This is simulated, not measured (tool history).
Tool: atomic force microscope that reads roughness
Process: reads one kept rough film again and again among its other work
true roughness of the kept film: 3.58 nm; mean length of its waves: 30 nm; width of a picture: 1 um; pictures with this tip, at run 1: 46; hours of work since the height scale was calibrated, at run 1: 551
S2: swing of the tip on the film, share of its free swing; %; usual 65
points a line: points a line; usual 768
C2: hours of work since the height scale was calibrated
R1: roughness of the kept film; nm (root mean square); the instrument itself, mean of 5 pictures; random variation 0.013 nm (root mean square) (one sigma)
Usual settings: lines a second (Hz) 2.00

Run 1, hour 0.0: usual settings; pictures with this tip 46; C2 551. Result: R1 3.007 nm (root mean square).
Run 2, hour 21.7: usual settings but S2 67 %; pictures with this tip 98; C2 567. Result: R1 2.872 nm (root mean square).
Run 3, hour 38.8: usual settings; pictures with this tip 140; C2 580. Result: R1 2.805 nm (root mean square).
Run 4, hour 61.1: usual settings but points a line 361; pictures with this tip 193; C2 598. Result: R1 2.711 nm (root mean square).
Run 5, hour 74.7: usual settings but points a line 361; pictures with this tip 226; C2 608. Result: R1 2.666 nm (root mean square).
Run 6, hour 93.5: usual settings; pictures with this tip 271; C2 623. Result: R1 2.617 nm (root mean square).
Run 7, hour 107.7: usual settings but lines a second (Hz) 0.61; pictures with this tip 306; C2 634. Result: R1 2.645 nm (root mean square).
At hour 110.2: new tip fitted.
Run 8, hour 124.7: usual settings but lines a second (Hz) 0.61, points a line 622; pictures with this tip 35; C2 646. Result: R1 3.165 nm (root mean square).
Run 9, hour 139.7: usual settings; pictures with this tip 72; C2 658. Result: R1 2.929 nm (root mean square).
Run 10, hour 159.0: usual settings but S2 73 %; pictures with this tip 118; C2 673. Result: R1 2.767 nm (root mean square).
Run 11, hour 168.8: usual settings but lines a second (Hz) 2.96, S2 63 %; pictures with this tip 142; C2 681. Result: R1 2.780 nm (root mean square).
Run 12, hour 183.6: usual settings but lines a second (Hz) 2.96, S2 63 %; pictures with this tip 177; C2 692. Result: R1 2.711 nm (root mean square).
Run 13, hour 202.3: usual settings but lines a second (Hz) 2.96, S2 63 %; pictures with this tip 223; C2 706. Result: R1 2.647 nm (root mean square).
Run 14, hour 215.6: usual settings but lines a second (Hz) 2.96, S2 63 %; pictures with this tip 255; C2 717. Result: R1 2.598 nm (root mean square).
Run 15, hour 231.0: usual settings but lines a second (Hz) 2.96, S2 63 %; pictures with this tip 292; C2 729. Result: R1 2.545 nm (root mean square).
At hour 240.1: new tip fitted.
Run 16, hour 252.4: usual settings but lines a second (Hz) 2.96, S2 63 %; pictures with this tip 30; C2 745. Result: R1 2.987 nm (root mean square).
Run 17, hour 273.1: usual settings but lines a second (Hz) 2.96, S2 63 %; pictures with this tip 80; C2 761. Result: R1 2.889 nm (root mean square).
Run 18, hour 282.8: usual settings but lines a second (Hz) 2.96, S2 63 %; pictures with this tip 103; C2 768. Result: R1 2.848 nm (root mean square).

Forecast each of these 3 alternatives for the next run:
Run A, hour 303.3: usual settings but S2 85 %; pictures with this tip 153; C2 784. Result: R1 ?.
Run B, hour 303.3: usual settings but lines a second (Hz) 2.96, S2 61 %; pictures with this tip 153; C2 784. Result: R1 ?.
Run C, hour 303.3: usual settings but S2 78 %; pictures with this tip 153; C2 784. Result: R1 ?.

run     R1
  A  2.508
  B  2.760
  C  2.642
Without the tool's hidden state the same runs would have given:
run     R1
  A  2.801
  B  3.084
  C  2.950
